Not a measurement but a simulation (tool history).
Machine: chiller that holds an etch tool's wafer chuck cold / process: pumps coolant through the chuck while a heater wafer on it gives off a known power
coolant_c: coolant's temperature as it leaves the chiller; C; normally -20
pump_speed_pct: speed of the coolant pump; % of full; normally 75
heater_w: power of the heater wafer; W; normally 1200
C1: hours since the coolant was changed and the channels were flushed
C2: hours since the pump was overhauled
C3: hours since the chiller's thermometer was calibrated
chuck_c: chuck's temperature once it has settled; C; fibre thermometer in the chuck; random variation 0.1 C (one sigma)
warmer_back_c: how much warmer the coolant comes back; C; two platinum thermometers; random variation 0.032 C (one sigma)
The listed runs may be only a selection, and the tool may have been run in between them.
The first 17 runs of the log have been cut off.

{"run": 18, "hour": 515.8, "coolant_c": -29, "pump_speed_pct": 75, "heater_w": 675, "C1": 2724, "C2": 2228, "C3": 2289, "chuck_c": -21.9, "warmer_back_c": 1.97}
{"run": 19, "hour": 546.7, "coolant_c": -20, "pump_speed_pct": 82, "heater_w": 1103, "C1": 2754, "C2": 2259, "C3": 2320, "chuck_c": -9.2, "warmer_back_c": 2.94}
{"run": 20, "hour": 585.1, "coolant_c": -23, "pump_speed_pct": 75, "heater_w": 1635, "C1": 2793, "C2": 2297, "C3": 2359, "chuck_c": -5.2, "warmer_back_c": 4.82}
{"run": 21, "hour": 608.8, "coolant_c": -26, "pump_speed_pct": 62, "heater_w": 738, "C1": 2817, "C2": 2321, "C3": 2382, "chuck_c": -16.8, "warmer_back_c": 2.59}
{"run": 22, "hour": 648.2, "coolant_c": -12, "pump_speed_pct": 75, "heater_w": 1200, "C1": 2856, "C2": 2360, "C3": 2422, "chuck_c": 0.7, "warmer_back_c": 3.51}
{"run": 23, "hour": 669.8, "coolant_c": -12, "pump_speed_pct": 75, "heater_w": 1200, "C1": 2878, "C2": 2382, "C3": 2443, "chuck_c": 0.9, "warmer_back_c": 3.55}
{"run": 24, "hour": 700.9, "coolant_c": -12, "pump_speed_pct": 75, "heater_w": 1200, "C1": 2909, "C2": 2413, "C3": 2474, "chuck_c": 1.0, "warmer_back_c": 3.55}
{"run": 25, "hour": 729.6, "coolant_c": -12, "pump_speed_pct": 75, "heater_w": 1200, "C1": 2937, "C2": 2442, "C3": 2503, "chuck_c": 0.8, "warmer_back_c": 3.54}
{"run": 26, "hour": 754.1, "coolant_c": -21, "pump_speed_pct": 75, "heater_w": 1094, "C1": 2962, "C2": 2466, "C3": 2528, "chuck_c": -9.2, "warmer_back_c": 3.2}
{"run": 27, "hour": 780.9, "coolant_c": -21, "pump_speed_pct": 75, "heater_w": 1094, "C1": 2989, "C2": 2493, "C3": 2554, "chuck_c": -9.4, "warmer_back_c": 3.25}
{"run": 28, "hour": 810.0, "coolant_c": -21, "pump_speed_pct": 75, "heater_w": 1094, "C1": 3018, "C2": 2522, "C3": 2584, "chuck_c": -9.2, "warmer_back_c": 3.26}
{"run": 29, "hour": 835.4, "coolant_c": -21, "pump_speed_pct": 75, "heater_w": 1094, "C1": 3043, "C2": 2548, "C3": 2609, "chuck_c": -9.2, "warmer_back_c": 3.25}
{"run": 30, "hour": 857.6, "coolant_c": -26, "pump_speed_pct": 83, "heater_w": 724, "C1": 3065, "C2": 2570, "C3": 2631, "chuck_c": -19.0, "warmer_back_c": 1.94}
{"run": 31, "hour": 901.0, "coolant_c": -24, "pump_speed_pct": 75, "heater_w": 1200, "C1": 3109, "C2": 2613, "C3": 2675, "chuck_c": -11.3, "warmer_back_c": 3.58}
{"run": 32, "hour": 932.3, "coolant_c": -22, "pump_speed_pct": 75, "heater_w": 743, "C1": 3140, "C2": 2645, "C3": 2706, "chuck_c": -14.3, "warmer_back_c": 2.16}

What if the next run were any one of these 4? Each begins from the tool's condition after run 32:
{"run": "A", "hour": 952.6, "coolant_c": -12, "pump_speed_pct": 81, "heater_w": 1178, "C1": 3160, "C2": 2665, "C3": 2726, "chuck_c": "?", "warmer_back_c": "?"}
{"run": "B", "hour": 952.6, "coolant_c": -17, "pump_speed_pct": 75, "heater_w": 1200, "C1": 3160, "C2": 2665, "C3": 2726, "chuck_c": "?", "warmer_back_c": "?"}
{"run": "C", "hour": 952.6, "coolant_c": -29, "pump_speed_pct": 75, "heater_w": 1214, "C1": 3160, "C2": 2665, "C3": 2726, "chuck_c": "?", "warmer_back_c": "?"}
{"run": "D", "hour": 952.6, "coolant_c": -19, "pump_speed_pct": 74, "heater_w": 1765, "C1": 3160, "C2": 2665, "C3": 2726, "chuck_c": "?", "warmer_back_c": "?"}

run=A chuck_c=-0.1 warmer_back_c=3.24
run=B chuck_c=-4.0 warmer_back_c=3.52
run=C chuck_c=-15.9 warmer_back_c=3.63
run=D chuck_c=0.4 warmer_back_c=5.32
With the hidden condition removed and each run's random variation left untouched, the same runs would have given:
run=A chuck_c=-0.6 warmer_back_c=3.10
run=B chuck_c=-4.5 warmer_back_c=3.37
run=C chuck_c=-16.5 warmer_back_c=3.48
run=D chuck_c=-0.7 warmer_back_c=5.09
